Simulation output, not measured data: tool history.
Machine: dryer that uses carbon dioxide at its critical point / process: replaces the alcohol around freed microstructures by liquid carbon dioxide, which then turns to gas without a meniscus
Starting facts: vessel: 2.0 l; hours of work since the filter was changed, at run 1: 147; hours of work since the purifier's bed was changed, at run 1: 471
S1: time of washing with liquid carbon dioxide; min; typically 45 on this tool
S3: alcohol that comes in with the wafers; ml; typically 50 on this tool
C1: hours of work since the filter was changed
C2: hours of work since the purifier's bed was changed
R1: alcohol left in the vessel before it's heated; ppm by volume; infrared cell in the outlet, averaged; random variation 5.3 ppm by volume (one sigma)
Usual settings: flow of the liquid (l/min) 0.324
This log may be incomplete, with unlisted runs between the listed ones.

run 1 hour=0.0 | S1=45 flow_of_the_liquid_(l/min)=0.324 S3=50 | C1=147 C2=471 | R1=248
run 2 hour=17.6 | S1=45 flow_of_the_liquid_(l/min)=0.324 S3=70 | C1=157 C2=482 | R1=323
run 3 hour=30.8 | S1=45 flow_of_the_liquid_(l/min)=0.324 S3=70 | C1=165 C2=490 | R1=335
run 4 hour=44.7 | S1=45 flow_of_the_liquid_(l/min)=0.324 S3=50 | C1=174 C2=499 | R1=266
-- hour=49.7 inlet filter changed
run 5 hour=75.6 | S1=45 flow_of_the_liquid_(l/min)=0.324 S3=50 | C1=16 C2=517 | R1=223
run 6 hour=104.7 | S1=45 flow_of_the_liquid_(l/min)=0.324 S3=22 | C1=34 C2=535 | R1=155
run 7 hour=123.0 | S1=45 flow_of_the_liquid_(l/min)=0.324 S3=22 | C1=45 C2=546 | R1=163
run 8 hour=143.7 | S1=45 flow_of_the_liquid_(l/min)=0.324 S3=22 | C1=57 C2=558 | R1=170
run 9 hour=160.8 | S1=42 flow_of_the_liquid_(l/min)=0.324 S3=50 | C1=68 C2=569 | R1=286
run 10 hour=190.8 | S1=45 flow_of_the_liquid_(l/min)=0.324 S3=50 | C1=86 C2=587 | R1=254
run 11 hour=215.5 | S1=45 flow_of_the_liquid_(l/min)=0.324 S3=50 | C1=101 C2=602 | R1=258
run 12 hour=231.8 | S1=45 flow_of_the_liquid_(l/min)=0.324 S3=39 | C1=111 C2=612 | R1=234
run 13 hour=252.1 | S1=45 flow_of_the_liquid_(l/min)=0.324 S3=78 | C1=123 C2=624 | R1=348
run 14 hour=267.2 | S1=45 flow_of_the_liquid_(l/min)=0.324 S3=78 | C1=132 C2=634 | R1=360
run 15 hour=294.2 | S1=45 flow_of_the_liquid_(l/min)=0.324 S3=78 | C1=149 C2=650 | R1=357
run 16 hour=317.8 | S1=45 flow_of_the_liquid_(l/min)=0.324 S3=78 | C1=163 C2=664 | R1=379
-- hour=338.1 inlet filter changed
run 17 hour=338.1 | S1=45 flow_of_the_liquid_(l/min)=0.324 S3=78 | C1=0 C2=676 | R1=308
run 18 hour=362.9 | S1=45 flow_of_the_liquid_(l/min)=0.324 S3=78 | C1=15 C2=691 | R1=313
run 19 hour=378.3 | S1=45 flow_of_the_liquid_(l/min)=0.324 S3=78 | C1=24 C2=701 | R1=307
run 20 hour=392.1 | S1=45 flow_of_the_liquid_(l/min)=0.208 S3=30 | C1=33 C2=709 | R1=592
run 21 hour=416.4 | S1=45 flow_of_the_liquid_(l/min)=0.246 S3=23 | C1=48 C2=724 | R1=348
run 22 hour=429.5 | S1=34 flow_of_the_liquid_(l/min)=0.227 S3=23 | C1=56 C2=732 | R1=809
run 23 hour=457.5 | S1=41 flow_of_the_liquid_(l/min)=0.365 S3=33 | C1=73 C2=749 | R1=228
run 24 hour=474.0 | S1=64 flow_of_the_liquid_(l/min)=0.213 S3=50 | C1=83 C2=759 | R1=331
run 25 hour=494.5 | S1=32 flow_of_the_liquid_(l/min)=0.213 S3=50 | C1=95 C2=771 | R1=2285
-- hour=504.1 purifier's bed changed
run 26 hour=515.2 | S1=46 flow_of_the_liquid_(l/min)=0.473 S3=26 | C1=106 C2=7 | R1=9
run 27 hour=531.6 | S1=46 flow_of_the_liquid_(l/min)=0.473 S3=47 | C1=116 C2=17 | R1=12
run 28 hour=554.2 | S1=46 flow_of_the_liquid_(l/min)=0.473 S3=47 | C1=130 C2=31 | R1=30
run 29 hour=579.8 | S1=29 flow_of_the_liquid_(l/min)=0.324 S3=21 | C1=145 C2=46 | R1=424
run 30 hour=599.4 | S1=48 flow_of_the_liquid_(l/min)=0.215 S3=31 | C1=157 C2=58 | R1=421
-- hour=630.3 inlet filter changed
run 31 hour=631.2 | S1=38 flow_of_the_liquid_(l/min)=0.429 S3=31 | C1=1 C2=77 | R1=56
run 32 hour=650.0 | S1=67 flow_of_the_liquid_(l/min)=0.324 S3=32 | C1=12 C2=88 | R1=29
run 33 hour=667.3 | S1=36 flow_of_the_liquid_(l/min)=0.339 S3=32 | C1=23 C2=99 | R1=193
run 34 hour=684.3 | S1=48 flow_of_the_liquid_(l/min)=0.324 S3=50 | C1=33 C2=109 | R1=111
run 35 hour=697.5 | S1=48 flow_of_the_liquid_(l/min)=0.364 S3=63 | C1=41 C2=117 | R1=92
run 36 hour=723.5 | S1=46 flow_of_the_liquid_(l/min)=0.324 S3=50 | C1=57 C2=133 | R1=144
run 37 hour=750.3 | S1=45 flow_of_the_liquid_(l/min)=0.245 S3=50 | C1=73 C2=149 | R1=473
run 38 hour=772.6 | S1=45 flow_of_the_liquid_(l/min)=0.479 S3=79 | C1=87 C2=163 | R1=60

Hidden state at the last listed run before each entry between runs and at the first one after, where it differs:
In the gap between runs 4 and 5: inlet filter changed (hour 49.7)
  flow that reaches the vessel past the clogged filter, %: 91.2 -> 99.2; alcohol in the recycled carbon dioxide, ppm: 104.3 -> 108.2
  measured value less the no-hidden-state value, R1: +158 -> +110 ppm by volume
In the gap between runs 16 and 17: inlet filter changed (hour 338.1)
  flow that reaches the vessel past the clogged filter, %: 92.2 -> 99.4; alcohol in the recycled carbon dioxide, ppm: 138.3 -> 140.8
  measured value less the no-hidden-state value, R1: +214 -> +142 ppm by volume
In the gap between runs 25 and 26: purifier's bed changed (hour 504.1)
  flow that reaches the vessel past the clogged filter, %: 94.9 -> 94.3; alcohol in the recycled carbon dioxide, ppm: 160.7 -> 7.7
  measured value less the no-hidden-state value, R1: +425 -> +5 ppm by volume
In the gap between runs 30 and 31: inlet filter changed (hour 630.3)
  flow that reaches the vessel past the clogged filter, %: 92 -> 99.4; alcohol in the recycled carbon dioxide, ppm: 18.5 -> 22.1
  measured value less the no-hidden-state value, R1: +125 -> +19 ppm by volume
